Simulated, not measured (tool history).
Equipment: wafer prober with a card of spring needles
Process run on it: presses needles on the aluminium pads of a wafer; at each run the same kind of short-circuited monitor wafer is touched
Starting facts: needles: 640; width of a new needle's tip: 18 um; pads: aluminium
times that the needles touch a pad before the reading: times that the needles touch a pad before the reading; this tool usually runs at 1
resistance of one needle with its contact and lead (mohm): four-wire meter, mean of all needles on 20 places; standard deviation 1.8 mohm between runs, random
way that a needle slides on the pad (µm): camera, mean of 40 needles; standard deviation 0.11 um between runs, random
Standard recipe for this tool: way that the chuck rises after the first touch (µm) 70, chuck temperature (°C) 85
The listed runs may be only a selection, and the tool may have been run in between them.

| run | hour | way that the chuck rises after the first touch (µm) | chuck temperature (°C) | times that the needles touch a pad before the reading | resistance of one needle with its contact and lead (mohm) | way that a needle slides on the pad (µm) |
|---|---|---|---|---|---|---|
| 1 | 0.0 | 70 | 85 | 1 | 216 | 17.08 |
|  | 1.5 | tips cleaned on abrasive film |
|  | 7.0 | tips cleaned on abrasive film |
|  | 12.5 | tips cleaned on abrasive film |
|  | 19.4 | tips cleaned on abrasive film |
|  | 26.3 | tips cleaned on abrasive film |
|  | 31.8 | tips cleaned on abrasive film |
|  | 38.7 | tips cleaned on abrasive film |
|  | 44.2 | tips cleaned on abrasive film |
|  | 51.1 | tips cleaned on abrasive film |
| 2 | 55.0 | 70 | 117 | 1 | 216 | 16.76 |
|  | 57.8 | tips cleaned on abrasive film |
|  | 63.3 | tips cleaned on abrasive film |
|  | 70.2 | tips cleaned on abrasive film |
|  | 75.7 | tips cleaned on abrasive film |
|  | 81.2 | tips cleaned on abrasive film |
|  | 86.8 | tips cleaned on abrasive film |
| 3 | 87.5 | 70 | 117 | 1 | 203 | 16.82 |
|  | 93.0 | tips cleaned on abrasive film |
|  | 98.5 | tips cleaned on abrasive film |
|  | 105.4 | tips cleaned on abrasive film |
|  | 110.9 | tips cleaned on abrasive film |
|  | 117.8 | tips cleaned on abrasive film |
|  | 124.7 | tips cleaned on abrasive film |
|  | 130.2 | tips cleaned on abrasive film |
|  | 135.9 | tips cleaned on abrasive film |
| 4 | 135.9 | 70 | 85 | 3 | 187 | 16.77 |
|  | 141.5 | tips cleaned on abrasive film |
|  | 148.3 | tips cleaned on abrasive film |
|  | 153.9 | tips cleaned on abrasive film |
|  | 160.7 | tips cleaned on abrasive film |
|  | 167.6 | tips cleaned on abrasive film |
|  | 172.0 | height of the first contact set anew |
|  | 174.8 | tips cleaned on abrasive film |
|  | 181.7 | tips cleaned on abrasive film |
| 5 | 186.2 | 70 | 85 | 3 | 202 | 15.46 |
|  | 187.6 | tips cleaned on abrasive film |
|  | 194.5 | tips cleaned on abrasive film |
|  | 201.4 | tips cleaned on abrasive film |
|  | 206.9 | tips cleaned on abrasive film |
|  | 213.8 | tips cleaned on abrasive film |
| 6 | 215.4 | 70 | 85 | 3 | 193 | 15.57 |
|  | 219.6 | tips cleaned on abrasive film |
|  | 225.1 | tips cleaned on abrasive film |
|  | 232.0 | tips cleaned on abrasive film |
|  | 238.9 | tips cleaned on abrasive film |
|  | 245.7 | tips cleaned on abrasive film |
| 7 | 247.2 | 77 | 85 | 3 | 192 | 16.91 |
|  | 251.4 | tips cleaned on abrasive film |
|  | 258.2 | tips cleaned on abrasive film |
|  | 265.1 | tips cleaned on abrasive film |
|  | 272.0 | tips cleaned on abrasive film |
|  | 278.6 | tips cleaned on abrasive film |
| 8 | 278.6 | 77 | 85 | 3 | 190 | 16.87 |
|  | 285.4 | tips cleaned on abrasive film |
|  | 292.3 | tips cleaned on abrasive film |
|  | 299.2 | tips cleaned on abrasive film |
|  | 306.1 | tips cleaned on abrasive film |
|  | 313.0 | tips cleaned on abrasive film |
|  | 319.8 | tips cleaned on abrasive film |
|  | 326.7 | tips cleaned on abrasive film |
|  | 332.2 | tips cleaned on abrasive film |
| 9 | 335.9 | 77 | 85 | 3 | 198 | 16.71 |
|  | 338.7 | tips cleaned on abrasive film |
|  | 345.6 | tips cleaned on abrasive film |
|  | 351.1 | tips cleaned on abrasive film |
|  | 355.5 | height of the first contact set anew, once more |
|  | 358.3 | tips cleaned on abrasive film |
|  | 365.1 | tips cleaned on abrasive film |
|  | 372.0 | tips cleaned on abrasive film |
|  | 377.5 | tips cleaned on abrasive film |
| 10 | 380.0 | 51 | 85 | 3 | 206 | 12.54 |
|  | 384.2 | tips cleaned on abrasive film |
|  | 389.7 | tips cleaned on abrasive film |
|  | 396.6 | tips cleaned on abrasive film |
|  | 402.1 | tips cleaned on abrasive film |
| 11 | 404.1 | 83 | 85 | 1 | 200 | 20.31 |
|  | 408.3 | tips cleaned on abrasive film |
|  | 413.8 | tips cleaned on abrasive film |
|  | 420.7 | tips cleaned on abrasive film |
|  | 427.6 | tips cleaned on abrasive film |
|  | 433.1 | tips cleaned on abrasive film |
|  | 438.6 | tips cleaned on abrasive film |
|  | 445.5 | tips cleaned on abrasive film |
|  | 452.4 | tips cleaned on abrasive film |
|  | 457.9 | tips cleaned on abrasive film |
| 12 | 459.4 | 70 | 85 | 1 | 202 | 17.22 |
|  | 463.6 | tips cleaned on abrasive film |
|  | 470.5 | tips cleaned on abrasive film |
|  | 477.3 | tips cleaned on abrasive film |
|  | 482.9 | tips cleaned on abrasive film |
|  | 489.8 | tips cleaned on abrasive film |
| 13 | 492.8 | 89 | 37 | 2 | 187 | 21.46 |
|  | 495.6 | tips cleaned on abrasive film |
|  | 501.1 | tips cleaned on abrasive film |
|  | 508.0 | tips cleaned on abrasive film |
|  | 514.9 | tips cleaned on abrasive film |
| 14 | 518.3 | 89 | 36 | 2 | 191 | 21.54 |
|  | 521.2 | tips cleaned on abrasive film |
|  | 526.7 | tips cleaned on abrasive film |
|  | 532.2 | tips cleaned on abrasive film |
|  | 537.7 | tips cleaned on abrasive film |
|  | 544.6 | tips cleaned on abrasive film |
|  | 550.1 | tips cleaned on abrasive film |
|  | 555.6 | tips cleaned on abrasive film |
| 15 | 560.5 | 89 | 36 | 1 | 203 | 21.02 |
|  | 561.9 | tips cleaned on abrasive film |
|  | 568.8 | tips cleaned on abrasive film |
|  | 574.3 | tips cleaned on abrasive film |
|  | 579.9 | tips cleaned on abrasive film |
|  | 585.4 | tips cleaned on abrasive film |
|  | 592.3 | tips cleaned on abrasive film |
| 16 | 595.1 | 89 | 36 | 1 | 196 | 21.19 |
|  | 597.9 | tips cleaned on abrasive film |
|  | 603.4 | tips cleaned on abrasive film |
|  | 608.9 | tips cleaned on abrasive film |
|  | 615.8 | tips cleaned on abrasive film |
|  | 618.8 | height of the first contact set anew |
|  | 623.0 | tips cleaned on abrasive film |
| 17 | 623.0 | 55 | 40 | 2 | 182 | 13.65 |
|  | 628.6 | tips cleaned on abrasive film |
|  | 635.4 | tips cleaned on abrasive film |
|  | 642.3 | tips cleaned on abrasive film |
|  | 647.8 | tips cleaned on abrasive film |
|  | 653.4 | tips cleaned on abrasive film |
|  | 658.9 | tips cleaned on abrasive film |
|  | 665.8 | tips cleaned on abrasive film |
|  | 671.3 | tips cleaned on abrasive film |
| 18 | 673.7 | 70 | 85 | 1 | 211 | 17.35 |
|  | 677.9 | tips cleaned on abrasive film |
|  | 683.4 | tips cleaned on abrasive film |
|  | 688.9 | tips cleaned on abrasive film |
|  | 694.4 | tips cleaned on abrasive film |
|  | 701.3 | tips cleaned on abrasive film |
| 19 | 704.1 | 70 | 64 | 1 | 211 | 17.18 |
|  | 706.9 | tips cleaned on abrasive film |
|  | 712.4 | tips cleaned on abrasive film |
|  | 717.9 | tips cleaned on abrasive film |
|  | 724.8 | tips cleaned on abrasive film |
|  | 730.3 | tips cleaned on abrasive film |
| 20 | 731.4 | 63 | 41 | 3 | 185 | 15.18 |
|  | 737.0 | tips cleaned on abrasive film |
|  | 743.8 | tips cleaned on abrasive film |
|  | 750.7 | tips cleaned on abrasive film |
|  | 756.2 | tips cleaned on abrasive film |
|  | 761.8 | tips cleaned on abrasive film |
| 21 | 761.8 | 63 | 41 | 3 | 184 | 15.15 |

Here are 3 independent what-if runs from the current tool condition. What would each one return?
|  | 768.7 | tips cleaned on abrasive film |
|  | 774.2 | tips cleaned on abrasive film |
|  | 779.7 | tips cleaned on abrasive film |
|  | 786.6 | tips cleaned on abrasive film |
| A | 789.7 | 70 | 85 | 1 | ? | ? |
|  | 768.7 | tips cleaned on abrasive film |
|  | 774.2 | tips cleaned on abrasive film |
|  | 779.7 | tips cleaned on abrasive film |
|  | 786.6 | tips cleaned on abrasive film |
| B | 789.7 | 70 | 85 | 3 | ? | ? |
|  | 768.7 | tips cleaned on abrasive film |
|  | 774.2 | tips cleaned on abrasive film |
|  | 779.7 | tips cleaned on abrasive film |
|  | 786.6 | tips cleaned on abrasive film |
| C | 789.7 | 69 | 85 | 2 | ? | ? |

| run | resistance of one needle with its contact and lead (mohm) | way that a needle slides on the pad (µm) |
|---|---|---|
| A | 214 | 16.67 |
| B | 199 | 16.87 |
| C | 205 | 16.47 |
With no hidden state in the tool, these same runs would have given:
| run | resistance of one needle with its contact and lead (mohm) | way that a needle slides on the pad (µm) |
|---|---|---|
| A | 184 | 17.35 |
| B | 186 | 17.56 |
| C | 186 | 17.15 |
